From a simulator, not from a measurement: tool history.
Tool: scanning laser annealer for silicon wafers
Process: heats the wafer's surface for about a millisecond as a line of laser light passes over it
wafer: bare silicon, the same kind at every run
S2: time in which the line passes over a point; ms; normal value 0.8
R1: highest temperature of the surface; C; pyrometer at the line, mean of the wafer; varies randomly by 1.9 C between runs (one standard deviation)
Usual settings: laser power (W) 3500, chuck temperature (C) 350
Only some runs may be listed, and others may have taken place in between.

{"run": 1, "hour": 0.0, "laser power (W)": 3500, "S2": 0.8, "chuck temperature (C)": 350, "R1": 1098}
{"run": 2, "hour": 80.8, "laser power (W)": 3500, "S2": 0.8, "chuck temperature (C)": 350, "R1": 1094}
{"run": 3, "hour": 147.5, "laser power (W)": 3500, "S2": 0.8, "chuck temperature (C)": 350, "R1": 1093}
{"run": 4, "hour": 196.1, "laser power (W)": 3500, "S2": 0.8, "chuck temperature (C)": 350, "R1": 1089}
{"run": 5, "hour": 276.2, "laser power (W)": 3500, "S2": 0.8, "chuck temperature (C)": 350, "R1": 1087}
{"run": 6, "hour": 348.1, "laser power (W)": 3500, "S2": 0.722, "chuck temperature (C)": 350, "R1": 1049}
{"run": 7, "hour": 415.4, "laser power (W)": 3500, "S2": 0.722, "chuck temperature (C)": 350, "R1": 1049}
{"run": 8, "hour": 477.0, "laser power (W)": 3134, "S2": 0.8, "chuck temperature (C)": 350, "R1": 995}
{"run": 9, "hour": 514.5, "laser power (W)": 3134, "S2": 0.8, "chuck temperature (C)": 350, "R1": 994}
{"run": 10, "hour": 573.4, "laser power (W)": 3500, "S2": 0.8, "chuck temperature (C)": 350, "R1": 1083}
{"run": 11, "hour": 636.2, "laser power (W)": 3500, "S2": 0.8, "chuck temperature (C)": 350, "R1": 1075}
{"run": 12, "hour": 687.1, "laser power (W)": 3500, "S2": 0.8, "chuck temperature (C)": 350, "R1": 1072}
{"run": 13, "hour": 741.5, "laser power (W)": 3500, "S2": 0.8, "chuck temperature (C)": 350, "R1": 1068}
{"run": 14, "hour": 807.6, "laser power (W)": 3500, "S2": 0.8, "chuck temperature (C)": 350, "R1": 1080}
{"run": 15, "hour": 849.6, "laser power (W)": 3500, "S2": 0.8, "chuck temperature (C)": 350, "R1": 1078}
{"run": 16, "hour": 930.5, "laser power (W)": 3761, "S2": 0.8, "chuck temperature (C)": 350, "R1": 1173}
{"run": 17, "hour": 976.3, "laser power (W)": 3761, "S2": 0.8, "chuck temperature (C)": 350, "R1": 1169}
{"run": 18, "hour": 1043.4, "laser power (W)": 3500, "S2": 0.87, "chuck temperature (C)": 350, "R1": 1138}
{"run": 19, "hour": 1112.8, "laser power (W)": 3500, "S2": 0.834, "chuck temperature (C)": 350, "R1": 1116}
{"run": 20, "hour": 1161.8, "laser power (W)": 3500, "S2": 0.592, "chuck temperature (C)": 350, "R1": 988}
{"run": 21, "hour": 1216.3, "laser power (W)": 3040, "S2": 0.744, "chuck temperature (C)": 328, "R1": 937}
{"run": 22, "hour": 1276.2, "laser power (W)": 3369, "S2": 0.588, "chuck temperature (C)": 335, "R1": 941}
{"run": 23, "hour": 1351.0, "laser power (W)": 3369, "S2": 0.577, "chuck temperature (C)": 366, "R1": 969}
{"run": 24, "hour": 1400.7, "laser power (W)": 3501, "S2": 0.696, "chuck temperature (C)": 353, "R1": 1050}
{"run": 25, "hour": 1448.7, "laser power (W)": 3800, "S2": 0.696, "chuck temperature (C)": 321, "R1": 1083}
{"run": 26, "hour": 1491.1, "laser power (W)": 3590, "S2": 0.8, "chuck temperature (C)": 350, "R1": 1117}
{"run": 27, "hour": 1527.3, "laser power (W)": 3238, "S2": 0.894, "chuck temperature (C)": 344, "R1": 1062}
{"run": 28, "hour": 1564.4, "laser power (W)": 3238, "S2": 0.894, "chuck temperature (C)": 344, "R1": 1066}
{"run": 29, "hour": 1635.0, "laser power (W)": 3367, "S2": 0.61, "chuck temperature (C)": 364, "R1": 979}
{"run": 30, "hour": 1685.8, "laser power (W)": 3226, "S2": 0.914, "chuck temperature (C)": 350, "R1": 1070}
{"run": 31, "hour": 1767.3, "laser power (W)": 3128, "S2": 0.914, "chuck temperature (C)": 372, "R1": 1066}
{"run": 32, "hour": 1809.6, "laser power (W)": 3128, "S2": 0.584, "chuck temperature (C)": 346, "R1": 894}
{"run": 33, "hour": 1843.9, "laser power (W)": 3842, "S2": 0.561, "chuck temperature (C)": 379, "R1": 1058}
{"run": 34, "hour": 1888.6, "laser power (W)": 3221, "S2": 0.936, "chuck temperature (C)": 345, "R1": 1067}
{"run": 35, "hour": 1929.3, "laser power (W)": 3221, "S2": 0.936, "chuck temperature (C)": 345, "R1": 1065}
{"run": 36, "hour": 1970.1, "laser power (W)": 3221, "S2": 0.936, "chuck temperature (C)": 345, "R1": 1064}
{"run": 37, "hour": 2021.5, "laser power (W)": 3221, "S2": 0.936, "chuck temperature (C)": 345, "R1": 1063}
{"run": 38, "hour": 2075.1, "laser power (W)": 3359, "S2": 0.832, "chuck temperature (C)": 365, "R1": 1072}
{"run": 39, "hour": 2138.6, "laser power (W)": 3359, "S2": 0.832, "chuck temperature (C)": 365, "R1": 1099}
{"run": 40, "hour": 2192.5, "laser power (W)": 3359, "S2": 0.832, "chuck temperature (C)": 365, "R1": 1099}

Between the runs listed above, the log contained 5 entries, not reproduced here. Where in the sequence does each belong, and how does what the log doesn't record of the tool's condition differ from the listed run before to the listed run after?
In the gap between runs 11 and 12: laser's power meter calibrated (hour 643)
  light that passes the window, % of a clean one's: 97.11 -> 96.97; laser's true power over the reading, %: -0.72 -> -1.19; width of the line over the set one, %: 1.2 -> 1.22
  difference, measured minus the result without the unlogged condition, R1: -38 -> -43 C
In the gap between runs 13 and 14: laser's power meter calibrated, once more (hour 778)
  light that passes the window, % of a clean one's: 96.81 -> 96.63; laser's true power over the reading, %: -1.21 -> 0.02; width of the line over the set one, %: 1.25 -> 1.27
  difference, measured minus the result without the unlogged condition, R1: -45 -> -36 C
In the gap between runs 15 and 16: window over the wafer cleaned (hour 901.8)
  light that passes the window, % of a clean one's: 96.51 -> 99.56; laser's true power over the reading, %: 0 -> -0.03; width of the line over the set one, %: 1.3 -> 1.33
  difference, measured minus the result without the unlogged condition, R1: -37 -> -12 C
In the gap between runs 22 and 23: optics aligned, line set to its width (hour 1296.1)
  light that passes the window, % of a clean one's: 98.56 -> 98.36; laser's true power over the reading, %: -0.15 -> -0.18; width of the line over the set one, %: 1.49 -> 0.1
  difference, measured minus the result without the unlogged condition, R1: -18 -> -13 C
In the gap between runs 38 and 39: window over the wafer cleaned (hour 2109.6)
  light that passes the window, % of a clean one's: 96.22 -> 99.49; laser's true power over the reading, %: -0.43 -> -0.45; width of the line over the set one, %: 0.43 -> 0.45
  difference, measured minus the result without the unlogged condition, R1: -39 -> -10 C

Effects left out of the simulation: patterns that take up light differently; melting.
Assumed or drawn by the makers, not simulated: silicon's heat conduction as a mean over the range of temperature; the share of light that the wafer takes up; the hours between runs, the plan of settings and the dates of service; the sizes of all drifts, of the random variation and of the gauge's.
